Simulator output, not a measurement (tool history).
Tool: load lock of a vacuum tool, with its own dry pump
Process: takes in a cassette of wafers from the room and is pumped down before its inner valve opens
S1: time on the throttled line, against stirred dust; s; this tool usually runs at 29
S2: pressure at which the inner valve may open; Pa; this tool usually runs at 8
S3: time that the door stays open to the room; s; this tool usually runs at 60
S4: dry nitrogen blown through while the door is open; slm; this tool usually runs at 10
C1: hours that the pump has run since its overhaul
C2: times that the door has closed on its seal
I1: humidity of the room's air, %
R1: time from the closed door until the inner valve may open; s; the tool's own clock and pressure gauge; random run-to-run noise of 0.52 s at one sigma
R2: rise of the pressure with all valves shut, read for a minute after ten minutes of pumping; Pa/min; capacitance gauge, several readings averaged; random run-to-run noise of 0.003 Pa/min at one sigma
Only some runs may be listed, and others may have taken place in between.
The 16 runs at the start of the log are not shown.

{"run": 17, "day": 64.971, "S1": 31, "S2": 8, "S3": 118, "S4": 5, "C1": 5694, "C2": 15362, "I1": 43, "R1": 73.7, "R2": 0.145}
{"run": 18, "day": 69.933, "S1": 31, "S2": 8, "S3": 118, "S4": 7, "C1": 5814, "C2": 15827, "I1": 45, "R1": 74.1, "R2": 0.145}
{"run": 19, "day": 74.95, "S1": 20, "S2": 6, "S3": 69, "S4": 11, "C1": 5934, "C2": 16297, "I1": 43.4, "R1": 68.5, "R2": 0.142}
{"run": 20, "day": 80.446, "S1": 21, "S2": 6, "S3": 51, "S4": 11, "C1": 6066, "C2": 16812, "I1": 46.3, "R1": 69.2, "R2": 0.145}
{"run": 21, "day": 84.271, "S1": 29, "S2": 8, "S3": 81, "S4": 11, "C1": 6158, "C2": 17170, "I1": 46.7, "R1": 72.1, "R2": 0.151}
{"run": 22, "day": 88.562, "S1": 18, "S2": 8, "S3": 115, "S4": 10, "C1": 6261, "C2": 17572, "I1": 46, "R1": 65, "R2": 0.158}
{"run": 23, "day": 93.662, "S1": 17, "S2": 13, "S3": 62, "S4": 10, "C1": 6383, "C2": 18050, "I1": 48, "R1": 61.8, "R2": 0.16}
{"run": 24, "day": 99.225, "S1": 17, "S2": 13, "S3": 62, "S4": 10, "C1": 6517, "C2": 18571, "I1": 44.3, "R1": 61.6, "R2": 0.165}
{"run": 25, "day": 101.917, "S1": 17, "S2": 13, "S3": 44, "S4": 6, "C1": 6581, "C2": 18824, "I1": 46, "R1": 62.7, "R2": 0.17}
{"run": 26, "day": 105.388, "S1": 34, "S2": 7, "S3": 60, "S4": 26, "C1": 6664, "C2": 19149, "I1": 45.3, "R1": 77.5, "R2": 0.164}
{"run": 27, "day": 108.817, "S1": 34, "S2": 7, "S3": 42, "S4": 35, "C1": 6747, "C2": 19470, "I1": 44.4, "R1": 78.1, "R2": 0.158}
{"run": 28, "day": 112.383, "S1": 34, "S2": 14, "S3": 60, "S4": 35, "C1": 6832, "C2": 19804, "I1": 41.7, "R1": 73.9, "R2": 0.159}
{"run": 29, "day": 115.746, "S1": 18, "S2": 15, "S3": 228, "S4": 7, "C1": 6913, "C2": 20119, "I1": 45.5, "R1": 62.3, "R2": 0.206}
{"run": 30, "day": 118.438, "S1": 46, "S2": 10, "S3": 228, "S4": 7, "C1": 6978, "C2": 20371, "I1": 46.5, "R1": 84.1, "R2": 0.212}
{"run": 31, "day": 124.242, "S1": 44, "S2": 13, "S3": 38, "S4": 30, "C1": 7117, "C2": 20915, "I1": 44.4, "R1": 81.5, "R2": 0.172}
{"run": 32, "day": 129.071, "S1": 44, "S2": 13, "S3": 38, "S4": 30, "C1": 7233, "C2": 21367, "I1": 49.1, "R1": 81.7, "R2": 0.179}

What if the next run were any one of these 5? Each begins from the tool's condition after run 32:
{"run": "A", "day": 134.592, "S1": 44, "S2": 13, "S3": 38, "S4": 8, "C1": 7365, "C2": 21885, "I1": 43, "R1": "?", "R2": "?"}
{"run": "B", "day": 134.592, "S1": 29, "S2": 7, "S3": 33, "S4": 10, "C1": 7365, "C2": 21885, "I1": 47.1, "R1": "?", "R2": "?"}
{"run": "C", "day": 134.592, "S1": 29, "S2": 16, "S3": 60, "S4": 10, "C1": 7365, "C2": 21885, "I1": 40.9, "R1": "?", "R2": "?"}
{"run": "D", "day": 134.592, "S1": 29, "S2": 10, "S3": 167, "S4": 31, "C1": 7365, "C2": 21885, "I1": 46.7, "R1": "?", "R2": "?"}
{"run": "E", "day": 134.592, "S1": 36, "S2": 6, "S3": 176, "S4": 10, "C1": 7365, "C2": 21885, "I1": 45.8, "R1": "?", "R2": "?"}

run=A R1=81.6 R2=0.195
run=B R1=73.7 R2=0.198
run=C R1=69.3 R2=0.203
run=D R1=71.7 R2=0.191
run=E R1=79.8 R2=0.218
Without the tool's unlogged condition, the same runs would have read:
run=A R1=79.5 R2=0.025
run=B R1=71.1 R2=0.028
run=C R1=67 R2=0.031
run=D R1=69.2 R2=0.022
run=E R1=77.3 R2=0.05

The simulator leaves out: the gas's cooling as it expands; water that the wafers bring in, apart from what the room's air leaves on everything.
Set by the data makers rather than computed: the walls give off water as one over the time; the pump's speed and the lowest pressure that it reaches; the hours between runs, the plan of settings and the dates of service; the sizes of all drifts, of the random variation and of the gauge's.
